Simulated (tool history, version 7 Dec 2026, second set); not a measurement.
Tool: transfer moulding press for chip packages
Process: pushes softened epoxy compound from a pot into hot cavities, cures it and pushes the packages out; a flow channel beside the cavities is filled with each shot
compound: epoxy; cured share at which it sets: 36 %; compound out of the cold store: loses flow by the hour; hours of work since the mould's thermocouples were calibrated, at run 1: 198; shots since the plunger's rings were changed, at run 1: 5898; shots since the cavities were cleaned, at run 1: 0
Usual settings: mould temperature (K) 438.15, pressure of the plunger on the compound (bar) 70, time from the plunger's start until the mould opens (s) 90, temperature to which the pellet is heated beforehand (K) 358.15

run	day	mould temperature (K)	pressure of the plunger on the compound (bar)	time from the plunger's start until the mould opens (s)	temperature to which the pellet is heated beforehand (K)	hours of work since the mould's thermocouples were calibrated	shots since the plunger's rings were changed	shots since the cavities were cleaned	incoming compound's hours out of the cold store	length that the compound runs in the flow channel (mm)	greatest force on the pins that push the packages out (N)
1	0.000	438.15	70	90	358.15	198	5898	0	19.4	713	357
# day 0.817: plunger's sealing rings changed
2	0.817	438.15	70	73	358.15	208	0	204	42.9	726	678
3	1.200	438.15	70	73	358.15	213	110	314	14.3	835	800
4	1.858	438.15	70	90	358.15	223	299	503	12.2	840	543
5	2.288	438.15	70	90	358.15	229	422	626	35.2	737	538
6	2.938	438.15	70	90	358.15	238	609	813	27.8	769	561
7	3.517	438.15	70	90	358.15	246	775	979	19.9	804	590
# day 3.879: cavities cleaned with cleaning compound and waxed
8	4.371	438.15	70	90	358.15	258	1002	141	18.0	802	437
9	5.125	438.15	70	90	358.15	268	1218	357	37.5	729	477
10	5.629	438.15	70	90	358.15	276	1363	502	46.3	707	496
11	6.412	438.15	70	90	358.15	287	1588	727	24.5	774	565
12	6.933	438.15	70	90	358.15	294	1738	877	47.3	694	588

Run 13 comes next. What will it give?
13	7.550	438.15	70	90	358.15	303	1915	1054	24.6	?	?

{"run 13": {"length that the compound runs in the flow channel (mm)": 761, "greatest force on the pins that push the packages out (N)": 596}}
Without the tool's hidden state the same run would have given length that the compound runs in the flow channel (mm) 788, greatest force on the pins that push the packages out (N) 338.
